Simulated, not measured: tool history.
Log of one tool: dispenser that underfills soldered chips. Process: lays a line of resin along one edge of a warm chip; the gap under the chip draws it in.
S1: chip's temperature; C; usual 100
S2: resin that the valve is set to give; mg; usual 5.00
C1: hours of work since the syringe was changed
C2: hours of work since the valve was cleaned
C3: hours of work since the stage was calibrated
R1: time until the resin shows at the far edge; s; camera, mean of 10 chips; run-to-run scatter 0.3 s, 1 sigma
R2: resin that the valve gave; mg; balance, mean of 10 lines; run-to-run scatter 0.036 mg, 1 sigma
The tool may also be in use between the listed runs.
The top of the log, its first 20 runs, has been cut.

| run | hour | S1 | S2 | C1 | C2 | C3 | R1 | R2 |
|---|---|---|---|---|---|---|---|---|
| 21 | 145.7 | 106 | 4.87 | 7 | 84 | 375 | 4.8 | 4.72 |
|  | 152.9 | new syringe of resin |
| 22 | 153.8 | 106 | 4.87 | 1 | 90 | 381 | 3.3 | 4.68 |
| 23 | 162.4 | 106 | 4.24 | 7 | 97 | 388 | 5.1 | 4.17 |
| 24 | 167.4 | 95 | 6.20 | 11 | 100 | 391 | 10.4 | 6.07 |
|  | 169.1 | new syringe of resin |
| 25 | 175.3 | 99 | 6.44 | 5 | 106 | 397 | 6.3 | 6.23 |
| 26 | 180.8 | 99 | 6.44 | 9 | 110 | 401 | 7.7 | 6.19 |
|  | 185.1 | new syringe of resin |
| 27 | 185.4 | 99 | 5.61 | 0 | 113 | 404 | 5.0 | 5.40 |
| 28 | 192.9 | 94 | 4.59 | 6 | 119 | 410 | 9.0 | 4.42 |
| 29 | 200.4 | 95 | 5.68 | 11 | 124 | 415 | 10.5 | 5.38 |
|  | 201.4 | new syringe of resin |
| 30 | 209.0 | 115 | 6.21 | 6 | 131 | 422 | 3.3 | 5.98 |
| 31 | 213.5 | 91 | 4.34 | 9 | 134 | 425 | 12.2 | 4.12 |
|  | 216.6 | dispensing valve cleaned and set on the balance |
|  | 218.1 | new syringe of resin |
| 32 | 221.2 | 109 | 5.00 | 2 | 3 | 430 | 3.4 | 5.03 |
| 33 | 227.1 | 109 | 4.95 | 7 | 8 | 434 | 5.1 | 4.88 |
|  | 233.8 | new syringe of resin |
| 34 | 234.8 | 105 | 5.16 | 1 | 13 | 440 | 4.3 | 5.15 |
| 35 | 240.9 | 108 | 4.88 | 5 | 18 | 444 | 3.8 | 4.81 |
| 36 | 246.3 | 99 | 6.41 | 9 | 22 | 448 | 8.1 | 6.34 |

Alternative continuations, all from the tool just after run 36; predict every row:
|  | 249.6 | new syringe of resin |
| A | 254.0 | 89 | 5.00 | 3 | 27 | 454 | ? | ? |
|  | 249.6 | new syringe of resin |
| B | 254.0 | 88 | 5.87 | 3 | 27 | 454 | ? | ? |
|  | 249.6 | new syringe of resin |
| C | 254.0 | 99 | 4.61 | 3 | 27 | 454 | ? | ? |
|  | 249.6 | new syringe of resin |
| D | 254.0 | 112 | 4.27 | 3 | 27 | 454 | ? | ? |

| run | R1 | R2 |
|---|---|---|
| A | 9.2 | 4.95 |
| B | 9.9 | 5.79 |
| C | 6.0 | 4.61 |
| D | 3.4 | 4.21 |
With the hidden condition removed and each run's random variation left untouched, the same runs would have given:
| run | R1 | R2 |
|---|---|---|
| A | 7.4 | 4.99 |
| B | 7.9 | 5.85 |
| C | 4.8 | 4.65 |
| D | 2.8 | 4.25 |

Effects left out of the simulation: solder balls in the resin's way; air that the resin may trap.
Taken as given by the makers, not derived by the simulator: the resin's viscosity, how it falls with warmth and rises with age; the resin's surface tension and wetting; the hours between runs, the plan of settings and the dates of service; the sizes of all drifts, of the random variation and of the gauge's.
